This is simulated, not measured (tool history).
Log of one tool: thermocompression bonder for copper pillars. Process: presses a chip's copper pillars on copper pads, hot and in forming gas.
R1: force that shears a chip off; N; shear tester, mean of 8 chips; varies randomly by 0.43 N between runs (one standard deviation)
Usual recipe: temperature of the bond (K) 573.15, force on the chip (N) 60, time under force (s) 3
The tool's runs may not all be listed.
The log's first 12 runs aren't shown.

Run 13, hour 608.8: usual settings but temperature of the bond (K) 553.15. Result: R1 39.9 N.
Run 14, hour 652.6: usual settings but temperature of the bond (K) 553.15. Result: R1 39.5 N.
Run 15, hour 724.1: usual settings but temperature of the bond (K) 553.15. Result: R1 39.5 N.
Run 16, hour 755.3: usual settings but force on the chip (N) 45. Result: R1 37 N.
Run 17, hour 806.1: usual settings but force on the chip (N) 80. Result: R1 61.9 N.
At hour 850.3: forming gas filter changed.
Run 18, hour 850.3: usual settings but force on the chip (N) 80. Result: R1 61.4 N.
Run 19, hour 896.3: usual settings but force on the chip (N) 52. Result: R1 43 N.
Run 20, hour 928.6: usual settings but temperature of the bond (K) 583.15, force on the chip (N) 55, time under force (s) 5. Result: R1 58.3 N.
At hour 987.7: heater calibrated with a thermocouple chip.
Run 21, hour 995.6: usual settings but temperature of the bond (K) 555.15, force on the chip (N) 84, time under force (s) 8. Result: R1 69.7 N.
Run 22, hour 1052.4: usual settings but temperature of the bond (K) 580.15, force on the chip (N) 47, time under force (s) 2. Result: R1 36.3 N.
Run 23, hour 1112.1: usual settings but temperature of the bond (K) 580.15, force on the chip (N) 47, time under force (s) 2. Result: R1 36.5 N.
Run 24, hour 1145.9: usual settings but temperature of the bond (K) 554.15, force on the chip (N) 47. Result: R1 31.7 N.
Run 25, hour 1195.2: usual settings but temperature of the bond (K) 554.15, force on the chip (N) 47. Result: R1 32.1 N.
Run 26, hour 1255.2: usual settings but temperature of the bond (K) 552.15, force on the chip (N) 39. Result: R1 25.3 N.
Run 27, hour 1312.4: usual settings but temperature of the bond (K) 552.15, force on the chip (N) 39. Result: R1 25.3 N.
At hour 1341.3: forming gas filter changed.
Run 28, hour 1358: usual settings but temperature of the bond (K) 556.15, force on the chip (N) 46, time under force (s) 2. Result: R1 27.2 N.
Run 29, hour 1424.9: usual settings but force on the chip (N) 45. Result: R1 37.9 N.
Run 30, hour 1480.6: usual settings but temperature of the bond (K) 585.15, force on the chip (N) 38, time under force (s) 9. Result: R1 53.1 N.
Run 31, hour 1519.8: usual settings but temperature of the bond (K) 565.15, force on the chip (N) 36, time under force (s) 4. Result: R1 31.1 N.

Predict the results of run 32:
Run 32, hour 1554.4: usual settings but temperature of the bond (K) 552.15, force on the chip (N) 40, time under force (s) 4. Result: R1 ?.

{"run 32": {"R1": 28.9}}
Take away the tool's hidden state, keep the run-to-run variation as it was, and the same run would have given R1 29 N.
